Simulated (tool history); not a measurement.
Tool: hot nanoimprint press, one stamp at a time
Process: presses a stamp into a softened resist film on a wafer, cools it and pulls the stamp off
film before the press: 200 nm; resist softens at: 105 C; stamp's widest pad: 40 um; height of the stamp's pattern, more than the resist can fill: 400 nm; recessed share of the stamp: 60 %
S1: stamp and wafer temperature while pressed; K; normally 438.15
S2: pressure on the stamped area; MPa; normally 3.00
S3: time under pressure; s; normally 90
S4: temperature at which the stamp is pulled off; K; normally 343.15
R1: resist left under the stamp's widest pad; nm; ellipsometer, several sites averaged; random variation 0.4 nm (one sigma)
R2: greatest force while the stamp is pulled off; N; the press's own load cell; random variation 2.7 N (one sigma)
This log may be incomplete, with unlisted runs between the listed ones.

{"run": 1, "hour": 0.0, "S1": 438.15, "S2": 3.0, "S3": 90, "S4": 343.15, "R1": 87.2, "R2": 125}
{"run": 2, "hour": 22.8, "S1": 438.15, "S2": 3.0, "S3": 90, "S4": 343.15, "R1": 86.6, "R2": 120}
{"run": 3, "hour": 40.7, "S1": 438.15, "S2": 3.0, "S3": 90, "S4": 343.15, "R1": 87.3, "R2": 128}
{"run": 4, "hour": 58.3, "S1": 438.15, "S2": 3.0, "S3": 90, "S4": 343.15, "R1": 87.1, "R2": 125}
{"run": 5, "hour": 74.7, "S1": 438.15, "S2": 2.1, "S3": 90, "S4": 343.15, "R1": 105.6, "R2": 127}
{"run": 6, "hour": 98.0, "S1": 438.15, "S2": 2.1, "S3": 90, "S4": 343.15, "R1": 105.0, "R2": 122}
{"hour": 110.8, "done": "stamp cleaned and given a new release coat"}
{"run": 7, "hour": 127.9, "S1": 438.15, "S2": 2.1, "S3": 90, "S4": 343.15, "R1": 105.5, "R2": 119}
{"run": 8, "hour": 149.6, "S1": 438.15, "S2": 2.1, "S3": 90, "S4": 343.15, "R1": 105.8, "R2": 122}
{"run": 9, "hour": 173.8, "S1": 438.15, "S2": 2.1, "S3": 90, "S4": 343.15, "R1": 106.7, "R2": 122}
{"run": 10, "hour": 201.4, "S1": 438.15, "S2": 2.1, "S3": 90, "S4": 343.15, "R1": 106.2, "R2": 130}
{"run": 11, "hour": 216.5, "S1": 438.15, "S2": 2.1, "S3": 90, "S4": 343.15, "R1": 105.5, "R2": 128}
{"run": 12, "hour": 234.2, "S1": 438.15, "S2": 2.1, "S3": 90, "S4": 343.15, "R1": 105.9, "R2": 126}
{"hour": 269.8, "done": "plate thermocouple calibrated"}
{"run": 13, "hour": 274.0, "S1": 438.15, "S2": 3.62, "S3": 90, "S4": 343.15, "R1": 78.5, "R2": 120}
{"run": 14, "hour": 300.2, "S1": 430.15, "S2": 4.22, "S3": 69, "S4": 339.15, "R1": 121.5, "R2": 133}
{"run": 15, "hour": 323.3, "S1": 430.15, "S2": 4.22, "S3": 69, "S4": 339.15, "R1": 121.6, "R2": 133}
{"run": 16, "hour": 357.2, "S1": 441.15, "S2": 3.61, "S3": 48, "S4": 334.15, "R1": 83.7, "R2": 148}
{"run": 17, "hour": 376.2, "S1": 438.15, "S2": 3.0, "S3": 79, "S4": 343.15, "R1": 91.2, "R2": 125}
{"run": 18, "hour": 406.1, "S1": 438.15, "S2": 2.36, "S3": 131, "S4": 343.15, "R1": 88.7, "R2": 121}

Each row is a separate what-if for the run after 18, all from the same tool condition, not one after another. Results?
{"run": "A", "hour": 429.0, "S1": 438.15, "S2": 2.1, "S3": 131, "S4": 343.15, "R1": "?", "R2": "?"}
{"run": "B", "hour": 429.0, "S1": 438.15, "S2": 3.23, "S3": 90, "S4": 343.15, "R1": "?", "R2": "?"}
{"run": "C", "hour": 429.0, "S1": 435.15, "S2": 2.84, "S3": 90, "S4": 344.15, "R1": "?", "R2": "?"}
{"run": "D", "hour": 429.0, "S1": 438.15, "S2": 3.97, "S3": 109, "S4": 330.15, "R1": "?", "R2": "?"}
{"run": "E", "hour": 429.0, "S1": 433.15, "S2": 2.36, "S3": 131, "S4": 335.15, "R1": "?", "R2": "?"}

run=A R1=94.5 R2=125
run=B R1=83.1 R2=122
run=C R1=105.1 R2=122
run=D R1=69.3 R2=160
run=E R1=113.5 R2=141
What these runs would have given with no unlogged condition in the tool:
run=A R1=94.5 R2=124
run=B R1=83.1 R2=121
run=C R1=105.1 R2=121
run=D R1=69.2 R2=158
run=E R1=113.5 R2=139

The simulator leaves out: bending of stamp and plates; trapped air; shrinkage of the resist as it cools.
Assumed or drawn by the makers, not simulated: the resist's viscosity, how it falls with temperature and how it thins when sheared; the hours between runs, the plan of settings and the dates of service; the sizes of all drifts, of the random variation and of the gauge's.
